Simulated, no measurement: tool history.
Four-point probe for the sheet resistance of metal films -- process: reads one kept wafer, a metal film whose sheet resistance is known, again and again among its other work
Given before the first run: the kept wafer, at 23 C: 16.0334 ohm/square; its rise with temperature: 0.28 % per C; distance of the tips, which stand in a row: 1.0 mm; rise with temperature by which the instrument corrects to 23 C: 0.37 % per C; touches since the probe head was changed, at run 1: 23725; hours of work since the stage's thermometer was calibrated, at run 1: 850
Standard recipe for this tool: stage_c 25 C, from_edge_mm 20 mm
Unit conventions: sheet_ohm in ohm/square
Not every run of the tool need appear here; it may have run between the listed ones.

run,hour,stage_c,from_edge_mm,touches since the probe head was changed,hours of work since the stage's thermometer was calibrated,sheet_ohm
1,0.0,25,20,23725,850,16.012762
2,96.6,19,20,28008,927,16.094746
3,206.3,25,20,32875,1014,15.995800
4,314.1,25,20,37658,1100,15.993328
5,422.8,30,20,42483,1186,15.916582
6,514.7,30,20,46556,1259,15.914044
7,597.4,25,37,50225,1324,15.964104
8,719.0,25,20,55620,1421,15.974067
9,823.0,25,20,60233,1504,15.974194
# hour 832.8: stage's thermometer calibrated
10,947.1,25,10,65719,91,16.029487
11,1046.9,25,10,70145,170,16.015704
12,1127.7,29,20,73730,234,15.893372
13,1186.3,29,20,76331,281,15.892150
14,1302.5,21,25,81484,373,16.000481
15,1406.7,24,10,86106,456,16.017821
16,1509.5,32,6,90666,537,16.045871
17,1605.6,33,11,94932,613,15.862205
18,1686.6,35,5,98524,678,16.097796
19,1758.0,20,6,101691,734,16.211717
20,1871.9,20,6,106746,825,16.206698
# hour 1935.2: new probe head fitted
21,1935.3,26,62,7,874,16.019783
22,2060.6,26,62,5564,974,16.015892

3 options for the next run, each taken on its own from the tool as it stands now. Forecast them:
A,2148.6,20,7,9470,1044,?
B,2148.6,29,7,9470,1044,?
C,2148.6,18,20,9470,1044,?

run,sheet_ohm
A,16.272364
B,16.137394
C,16.149858
Without the tool's hidden state the same runs would have given:
run,sheet_ohm
A,16.250788
B,16.116262
C,16.128376
